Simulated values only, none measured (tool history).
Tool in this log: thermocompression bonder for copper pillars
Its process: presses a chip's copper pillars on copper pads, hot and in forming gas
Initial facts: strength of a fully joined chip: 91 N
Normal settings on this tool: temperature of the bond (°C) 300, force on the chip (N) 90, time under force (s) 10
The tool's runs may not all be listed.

run,hour,temperature of the bond (°C),force on the chip (N),time under force (s),force that shears a chip off (N)
1,0,300,90,10,33.3
2,20.2,300,70,10,30.3
3,65.2,300,70,10,29.5
4,91.6,300,70,10,29.2
5,132,300,70,10,29.2
6,155.4,300,70,10,29.3
7,176.7,300,70,10,28.6
8,205.4,300,70,10,28.5
9,247.7,300,70,10,28.5
10,297.7,300,70,10,27.8
11,339.3,300,70,10,27.2
12,361.4,279,90,10,20.7
13,410.1,279,90,10,21.2
14,446.5,300,72,10,26.4
# hour 475.5: forming gas filter changed
15,477.6,300,72,10,29.6
16,501.4,300,72,10,29.9
17,542.4,300,72,10,27.9
18,567.2,300,72,10,28
19,609.2,300,117,10,34.1
20,641.9,300,117,10,35.6
21,677.3,325,90,7,37.3
22,726.7,325,90,7,37.2
23,766.4,288,110,23,36.9
# hour 770.4: heater calibrated with a thermocouple chip
24,801.6,283,121,11,26.4
25,851.8,283,121,11,25.8
26,892.9,319,94,9,34.8
27,915.8,319,94,9,35.1
28,950.6,312,83,10,31.6
# hour 953.3: forming gas filter changed
# hour 975.3: heater calibrated with a thermocouple chip, once more
29,999.8,312,83,10,39.5
30,1032.9,311,90,10,40.7
31,1065.4,311,90,10,40.5
32,1096.3,311,90,10,39.7
33,1138.8,293,81,12,31.6
34,1161.3,293,125,12,37.8
35,1196,301,55,11,26.5
36,1233.6,301,55,11,28.4
37,1283,275,55,6,13.7

Hidden state or all else? Some run-to-run changes of force that shears a chip off (N), split into what the settings, what came in and random variation would give without the hidden state, and what is left for the hidden state (with any gauge scatter that isn't in both results):
The hidden state here: true temperature of the bond over the reading, C; force that reaches the chip, % of what is set; oxide that the forming gas leaves, % of the face; drift of the gauge itself on shear_n, %.
Run 14 -> 15: forming gas filter changed. force that shears a chip off (N) +3.2: hidden state +2.5, all else +0.7.
Run 23 -> 24: temperature of the bond (°C) 288 -> 283, force on the chip (N) 110 -> 121, time under force (s) 23 -> 11, heater calibrated with a thermocouple chip. force that shears a chip off (N) -10.5: hidden state +0.5, all else -11.
Run 25 -> 26: temperature of the bond (°C) 283 -> 319, force on the chip (N) 121 -> 94, time under force (s) 11 -> 9. force that shears a chip off (N) +9: hidden state -1.5, all else +10.5.
Run 28 -> 29: forming gas filter changed, heater calibrated with a thermocouple chip, once more. force that shears a chip off (N) +7.9: hidden state +8.5, all else -0.6.
Run 34 -> 35: temperature of the bond (°C) 293 -> 301, force on the chip (N) 125 -> 55, time under force (s) 12 -> 11. force that shears a chip off (N) -11.3: hidden state +0.1, all else -11.4.
Run 36 -> 37: temperature of the bond (°C) 301 -> 275, time under force (s) 11 -> 6. force that shears a chip off (N) -14.7: hidden state +0.5, all else -15.2.
